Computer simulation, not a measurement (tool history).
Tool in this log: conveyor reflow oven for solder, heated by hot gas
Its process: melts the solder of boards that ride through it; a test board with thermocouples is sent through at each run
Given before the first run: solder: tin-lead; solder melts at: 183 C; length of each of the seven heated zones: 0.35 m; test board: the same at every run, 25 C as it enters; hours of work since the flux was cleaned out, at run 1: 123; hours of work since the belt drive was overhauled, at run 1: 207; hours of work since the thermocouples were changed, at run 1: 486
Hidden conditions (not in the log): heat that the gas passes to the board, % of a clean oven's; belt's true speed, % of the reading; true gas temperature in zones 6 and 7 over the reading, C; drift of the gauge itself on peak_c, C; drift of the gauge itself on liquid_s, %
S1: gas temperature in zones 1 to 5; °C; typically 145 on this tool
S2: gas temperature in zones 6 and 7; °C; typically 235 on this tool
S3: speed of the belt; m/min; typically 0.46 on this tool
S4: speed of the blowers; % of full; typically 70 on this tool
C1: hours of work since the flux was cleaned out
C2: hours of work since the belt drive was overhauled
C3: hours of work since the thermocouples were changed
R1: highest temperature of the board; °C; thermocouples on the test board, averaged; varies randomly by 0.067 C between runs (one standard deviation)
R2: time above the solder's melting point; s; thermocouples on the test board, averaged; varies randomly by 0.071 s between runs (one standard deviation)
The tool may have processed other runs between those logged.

| run | day | S1 | S2 | S3 | S4 | C1 | C2 | C3 | R1 | R2 |
|---|---|---|---|---|---|---|---|---|---|---|
| 1 | 0 | 145 | 235 | 0.46 | 70 | 123 | 207 | 486 | 215.63 | 68.98 |
| 2 | 0.454 | 145 | 235 | 0.46 | 70 | 128 | 212 | 491 | 215.65 | 69.05 |
| 3 | 0.808 | 145 | 235 | 0.46 | 70 | 131 | 215 | 495 | 215.75 | 68.91 |
| 4 | 1.2 | 145 | 235 | 0.46 | 70 | 136 | 220 | 499 | 215.68 | 69.01 |
| 5 | 1.579 | 145 | 235 | 0.46 | 70 | 140 | 224 | 503 | 215.6 | 68.92 |
| 6 | 2.05 | 145 | 235 | 0.46 | 70 | 145 | 229 | 508 | 215.86 | 69.02 |
| 7 | 2.625 | 145 | 235 | 0.46 | 70 | 151 | 235 | 514 | 215.65 | 68.91 |
| 8 | 2.933 | 145 | 231 | 0.46 | 70 | 154 | 238 | 518 | 212.42 | 65.72 |
| 9 | 3.417 | 145 | 231 | 0.46 | 70 | 159 | 243 | 523 | 212.25 | 65.7 |
| 10 | 3.912 | 145 | 231 | 0.46 | 70 | 164 | 248 | 528 | 212.35 | 65.7 |
| 11 | 4.467 | 145 | 231 | 0.46 | 70 | 170 | 254 | 534 | 212.36 | 65.58 |
| 12 | 4.858 | 145 | 231 | 0.46 | 70 | 175 | 259 | 538 | 212.43 | 65.56 |
| 13 | 5.171 | 145 | 235 | 0.46 | 64 | 178 | 262 | 542 | 213.74 | 66.52 |
| 14 | 5.742 | 145 | 235 | 0.46 | 64 | 184 | 268 | 548 | 213.84 | 66.48 |
| 15 | 6.308 | 135 | 235 | 0.46 | 70 | 190 | 274 | 554 | 213.58 | 62.25 |
| 16 | 6.608 | 135 | 235 | 0.46 | 70 | 193 | 277 | 557 | 213.48 | 62.31 |
| 17 | 6.904 | 135 | 235 | 0.46 | 70 | 196 | 280 | 560 | 213.54 | 62.37 |
| 18 | 7.3 | 155 | 235 | 0.46 | 85 | 201 | 285 | 564 | 221.37 | 79.88 |
| 19 | 7.738 | 140 | 235 | 0.513 | 82 | 205 | 289 | 569 | 214.42 | 58.58 |
| 20 | 8.021 | 140 | 235 | 0.513 | 82 | 208 | 292 | 572 | 214.42 | 58.56 |
|  | 8.408 | thermocouples of zones 6 and 7 changed |
| 21 | 8.654 | 140 | 235 | 0.513 | 82 | 214 | 298 | 3 | 214.53 | 58.58 |
| 22 | 8.954 | 140 | 235 | 0.513 | 82 | 217 | 301 | 6 | 214.39 | 58.66 |
| 23 | 9.512 | 140 | 235 | 0.513 | 82 | 223 | 307 | 12 | 214.4 | 58.61 |
| 24 | 9.929 | 136 | 246 | 0.52 | 67 | 228 | 312 | 16 | 216.39 | 57.01 |
| 25 | 10.217 | 151 | 249 | 0.486 | 74 | 231 | 315 | 19 | 227.66 | 77.61 |
|  | 10.529 | flux residue cleaned out of gas plates and filters |
| 26 | 10.988 | 143 | 237 | 0.496 | 69 | 5 | 321 | 25 | 214.03 | 60.63 |
| 27 | 11.329 | 145 | 235 | 0.448 | 70 | 9 | 324 | 29 | 216.52 | 71.98 |
| 28 | 11.612 | 131 | 245 | 0.534 | 70 | 12 | 327 | 32 | 214.4 | 52.07 |
| 29 | 12.05 | 135 | 231 | 0.492 | 56 | 16 | 332 | 37 | 202.01 | 42.23 |
| 30 | 12.642 | 134 | 229 | 0.46 | 70 | 22 | 338 | 43 | 208.54 | 56.18 |
| 31 | 13.183 | 134 | 229 | 0.46 | 70 | 28 | 344 | 49 | 208.47 | 56.05 |

Below are 4 alternative next runs, each starting from the tool's condition after run 31. Predict each:
| A | 13.808 | 143 | 235 | 0.52 | 55 | 35 | 351 | 55 | ? | ? |
| B | 13.808 | 160 | 235 | 0.549 | 70 | 35 | 351 | 55 | ? | ? |
| C | 13.808 | 151 | 235 | 0.46 | 76 | 35 | 351 | 55 | ? | ? |
| D | 13.808 | 140 | 229 | 0.46 | 70 | 35 | 351 | 55 | ? | ? |

| run | R1 | R2 |
|---|---|---|
| A | 204.46 | 45.54 |
| B | 213.37 | 61.58 |
| C | 218.58 | 75.27 |
| D | 209.72 | 60.26 |
Take away the tool's hidden state, keep each run's random variation, and the runs would have read:
| run | R1 | R2 |
|---|---|---|
| A | 204.46 | 45.53 |
| B | 213.37 | 61.57 |
| C | 218.59 | 75.26 |
| D | 209.72 | 60.25 |

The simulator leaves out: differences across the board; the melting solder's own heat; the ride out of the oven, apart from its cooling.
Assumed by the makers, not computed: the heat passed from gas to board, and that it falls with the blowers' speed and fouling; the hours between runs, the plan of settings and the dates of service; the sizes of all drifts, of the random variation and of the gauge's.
